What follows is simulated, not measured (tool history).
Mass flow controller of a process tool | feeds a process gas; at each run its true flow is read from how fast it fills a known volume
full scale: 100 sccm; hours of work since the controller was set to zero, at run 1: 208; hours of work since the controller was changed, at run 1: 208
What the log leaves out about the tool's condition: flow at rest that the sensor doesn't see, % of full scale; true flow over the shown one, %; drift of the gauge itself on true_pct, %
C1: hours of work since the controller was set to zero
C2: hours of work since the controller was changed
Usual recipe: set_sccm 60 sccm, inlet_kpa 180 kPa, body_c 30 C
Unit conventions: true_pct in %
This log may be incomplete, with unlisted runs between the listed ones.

{"run": 1, "hour": 0.0, "set_sccm": 60, "inlet_kpa": 180, "body_c": 30, "C1": 208, "C2": 208, "true_pct": 98.48}
{"run": 2, "hour": 80.0, "set_sccm": 19, "inlet_kpa": 180, "body_c": 30, "C1": 242, "C2": 242, "true_pct": 96.82}
{"run": 3, "hour": 167.8, "set_sccm": 19, "inlet_kpa": 180, "body_c": 30, "C1": 279, "C2": 279, "true_pct": 96.76}
{"run": 4, "hour": 251.7, "set_sccm": 19, "inlet_kpa": 180, "body_c": 30, "C1": 315, "C2": 315, "true_pct": 96.82}
{"run": 5, "hour": 298.3, "set_sccm": 19, "inlet_kpa": 180, "body_c": 30, "C1": 335, "C2": 335, "true_pct": 96.68}
{"run": 6, "hour": 361.2, "set_sccm": 60, "inlet_kpa": 180, "body_c": 30, "C1": 361, "C2": 361, "true_pct": 98.26}
{"run": 7, "hour": 431.8, "set_sccm": 60, "inlet_kpa": 180, "body_c": 30, "C1": 392, "C2": 392, "true_pct": 98.33}
{"run": 8, "hour": 496.6, "set_sccm": 95, "inlet_kpa": 180, "body_c": 30, "C1": 419, "C2": 419, "true_pct": 99.25}
{"run": 9, "hour": 550.3, "set_sccm": 95, "inlet_kpa": 180, "body_c": 30, "C1": 442, "C2": 442, "true_pct": 99.4}
{"run": 10, "hour": 615.2, "set_sccm": 95, "inlet_kpa": 180, "body_c": 30, "C1": 469, "C2": 469, "true_pct": 99.27}
{"run": 11, "hour": 680.2, "set_sccm": 95, "inlet_kpa": 180, "body_c": 30, "C1": 497, "C2": 497, "true_pct": 99.4}
{"run": 12, "hour": 768.1, "set_sccm": 77, "inlet_kpa": 180, "body_c": 30, "C1": 534, "C2": 534, "true_pct": 98.73}
{"run": 13, "hour": 849.6, "set_sccm": 77, "inlet_kpa": 180, "body_c": 30, "C1": 569, "C2": 569, "true_pct": 98.78}
{"run": 14, "hour": 918.7, "set_sccm": 60, "inlet_kpa": 180, "body_c": 30, "C1": 598, "C2": 598, "true_pct": 98.14}
{"run": 15, "hour": 969.5, "set_sccm": 60, "inlet_kpa": 180, "body_c": 30, "C1": 620, "C2": 620, "true_pct": 98.07}
{"run": 16, "hour": 1041.5, "set_sccm": 60, "inlet_kpa": 180, "body_c": 30, "C1": 650, "C2": 650, "true_pct": 98.05}
{"run": 17, "hour": 1125.4, "set_sccm": 60, "inlet_kpa": 180, "body_c": 30, "C1": 686, "C2": 686, "true_pct": 97.97}
{"run": 18, "hour": 1168.7, "set_sccm": 60, "inlet_kpa": 180, "body_c": 30, "C1": 704, "C2": 704, "true_pct": 97.9}
{"run": 19, "hour": 1214.2, "set_sccm": 60, "inlet_kpa": 180, "body_c": 30, "C1": 724, "C2": 724, "true_pct": 97.83}
{"run": 20, "hour": 1277.9, "set_sccm": 79, "inlet_kpa": 180, "body_c": 30, "C1": 751, "C2": 751, "true_pct": 98.51}
{"hour": 1284.8, "done": "controller's zero set anew"}
{"run": 21, "hour": 1341.0, "set_sccm": 58, "inlet_kpa": 180, "body_c": 30, "C1": 24, "C2": 777, "true_pct": 97.64}
{"run": 22, "hour": 1423.5, "set_sccm": 25, "inlet_kpa": 180, "body_c": 30, "C1": 59, "C2": 812, "true_pct": 95.89}
{"hour": 1455.4, "done": "controller's zero set anew, once more"}
{"run": 23, "hour": 1485.0, "set_sccm": 37, "inlet_kpa": 180, "body_c": 30, "C1": 13, "C2": 838, "true_pct": 97.64}
{"run": 24, "hour": 1528.4, "set_sccm": 18, "inlet_kpa": 198, "body_c": 24, "C1": 31, "C2": 857, "true_pct": 96.98}
{"run": 25, "hour": 1575.0, "set_sccm": 18, "inlet_kpa": 198, "body_c": 24, "C1": 51, "C2": 877, "true_pct": 97.11}
{"run": 26, "hour": 1658.2, "set_sccm": 49, "inlet_kpa": 189, "body_c": 30, "C1": 86, "C2": 912, "true_pct": 97.74}
{"run": 27, "hour": 1721.3, "set_sccm": 49, "inlet_kpa": 189, "body_c": 30, "C1": 113, "C2": 939, "true_pct": 97.77}
{"run": 28, "hour": 1780.0, "set_sccm": 49, "inlet_kpa": 189, "body_c": 30, "C1": 138, "C2": 964, "true_pct": 97.62}
{"run": 29, "hour": 1848.2, "set_sccm": 86, "inlet_kpa": 180, "body_c": 30, "C1": 167, "C2": 993, "true_pct": 98.93}
{"run": 30, "hour": 1895.0, "set_sccm": 86, "inlet_kpa": 180, "body_c": 30, "C1": 187, "C2": 1013, "true_pct": 98.88}
{"run": 31, "hour": 1931.3, "set_sccm": 86, "inlet_kpa": 142, "body_c": 39, "C1": 202, "C2": 1028, "true_pct": 98.38}
{"run": 32, "hour": 1989.2, "set_sccm": 58, "inlet_kpa": 226, "body_c": 26, "C1": 227, "C2": 1052, "true_pct": 97.78}
{"run": 33, "hour": 2034.7, "set_sccm": 58, "inlet_kpa": 176, "body_c": 21, "C1": 246, "C2": 1072, "true_pct": 98.6}
{"run": 34, "hour": 2078.5, "set_sccm": 78, "inlet_kpa": 258, "body_c": 30, "C1": 265, "C2": 1090, "true_pct": 98.05}
{"run": 35, "hour": 2149.7, "set_sccm": 78, "inlet_kpa": 258, "body_c": 30, "C1": 295, "C2": 1121, "true_pct": 97.93}
{"run": 36, "hour": 2188.5, "set_sccm": 36, "inlet_kpa": 247, "body_c": 30, "C1": 311, "C2": 1137, "true_pct": 96.79}
{"run": 37, "hour": 2253.9, "set_sccm": 36, "inlet_kpa": 247, "body_c": 30, "C1": 339, "C2": 1165, "true_pct": 96.41}
{"run": 38, "hour": 2331.5, "set_sccm": 36, "inlet_kpa": 247, "body_c": 30, "C1": 372, "C2": 1198, "true_pct": 96.56}
{"run": 39, "hour": 2388.5, "set_sccm": 44, "inlet_kpa": 217, "body_c": 36, "C1": 396, "C2": 1222, "true_pct": 96.5}
{"run": 40, "hour": 2459.6, "set_sccm": 100, "inlet_kpa": 207, "body_c": 23, "C1": 426, "C2": 1252, "true_pct": 99.33}
{"run": 41, "hour": 2515.3, "set_sccm": 12, "inlet_kpa": 201, "body_c": 30, "C1": 450, "C2": 1276, "true_pct": 95.28}
{"run": 42, "hour": 2598.9, "set_sccm": 12, "inlet_kpa": 156, "body_c": 35, "C1": 486, "C2": 1311, "true_pct": 95.08}
{"run": 43, "hour": 2634.9, "set_sccm": 21, "inlet_kpa": 180, "body_c": 22, "C1": 501, "C2": 1327, "true_pct": 96.59}

Hidden state or all else? Some run-to-run changes of true_pct, split into what the settings, what came in and random variation would give without the hidden state, and what is left for the hidden state (with any gauge scatter that isn't in both results):
Run 21 -> 22: set_sccm 58 -> 25. true_pct -1.75 %: hidden state -0.85, all else -0.9.
Run 22 -> 23: set_sccm 25 -> 37, controller's zero set anew, once more. true_pct +1.75 %: hidden state +1.32, all else +0.43.
Run 39 -> 40: set_sccm 44 -> 100, inlet_kpa 217 -> 207, body_c 36 -> 23. true_pct +2.83 %: hidden state +0.14, all else +2.69.
Run 40 -> 41: set_sccm 100 -> 12, inlet_kpa 207 -> 201, body_c 23 -> 30. true_pct -4.05 %: hidden state -1.06, all else -2.99.
